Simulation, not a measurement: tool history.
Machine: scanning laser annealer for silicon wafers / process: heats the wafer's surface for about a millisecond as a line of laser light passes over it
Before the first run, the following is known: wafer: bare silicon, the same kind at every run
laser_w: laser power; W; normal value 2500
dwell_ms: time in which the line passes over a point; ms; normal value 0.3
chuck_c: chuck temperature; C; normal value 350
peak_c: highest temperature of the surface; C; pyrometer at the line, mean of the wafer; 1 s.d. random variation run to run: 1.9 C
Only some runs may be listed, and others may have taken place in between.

| run | hour | laser_w | dwell_ms | chuck_c | peak_c |
|---|---|---|---|---|---|
| 1 | 0 | 2500 | 0.3 | 350 | 1050 |
|  | 8.7 | window over the wafer cleaned |
| 2 | 20.8 | 2500 | 0.3 | 377 | 1074 |
| 3 | 51.9 | 2500 | 0.3 | 377 | 1074 |
| 4 | 73.7 | 2500 | 0.3 | 377 | 1072 |
| 5 | 107.7 | 2500 | 0.375 | 350 | 1120 |
|  | 130.1 | window over the wafer cleaned, once more |
| 6 | 133.9 | 2500 | 0.375 | 350 | 1155 |
| 7 | 165.1 | 2500 | 0.375 | 377 | 1180 |
| 8 | 186 | 2500 | 0.375 | 377 | 1181 |
| 9 | 214.1 | 2500 | 0.375 | 377 | 1177 |
| 10 | 231.6 | 2500 | 0.375 | 377 | 1174 |
| 11 | 250.8 | 2500 | 0.375 | 377 | 1176 |
| 12 | 279.7 | 2500 | 0.3 | 350 | 1067 |
| 13 | 295.8 | 2500 | 0.356 | 350 | 1129 |
| 14 | 312.6 | 2500 | 0.3 | 350 | 1069 |
| 15 | 336.9 | 2500 | 0.3 | 350 | 1066 |
|  | 361.4 | optics aligned, line set to its width |
| 16 | 363.6 | 2500 | 0.3 | 366 | 1100 |
| 17 | 380.3 | 2172 | 0.323 | 350 | 1005 |
| 18 | 396.9 | 2172 | 0.323 | 350 | 1004 |
| 19 | 430.6 | 2497 | 0.278 | 331 | 1034 |
| 20 | 463.5 | 2557 | 0.234 | 331 | 993 |
| 21 | 494.7 | 2334 | 0.36 | 350 | 1088 |
| 22 | 527.8 | 2500 | 0.267 | 388 | 1077 |
| 23 | 550.4 | 2500 | 0.267 | 388 | 1074 |
| 24 | 574.2 | 2236 | 0.216 | 339 | 892 |
| 25 | 593.9 | 2728 | 0.216 | 319 | 1000 |
| 26 | 618.6 | 2610 | 0.334 | 319 | 1120 |
| 27 | 644.3 | 2610 | 0.334 | 319 | 1115 |
| 28 | 663.4 | 2500 | 0.281 | 334 | 1036 |
| 29 | 689 | 2500 | 0.281 | 334 | 1037 |
| 30 | 711.1 | 2500 | 0.281 | 334 | 1036 |
| 31 | 737.8 | 2145 | 0.283 | 334 | 929 |

Run 32 has not been measured yet. What should we expect?
| 32 | 771.6 | 2423 | 0.231 | 353 | ? |

Run 32 yielded peak_c 968 C.
The same run, on a tool lacking any hidden state, would have yielded peak_c 982 C.

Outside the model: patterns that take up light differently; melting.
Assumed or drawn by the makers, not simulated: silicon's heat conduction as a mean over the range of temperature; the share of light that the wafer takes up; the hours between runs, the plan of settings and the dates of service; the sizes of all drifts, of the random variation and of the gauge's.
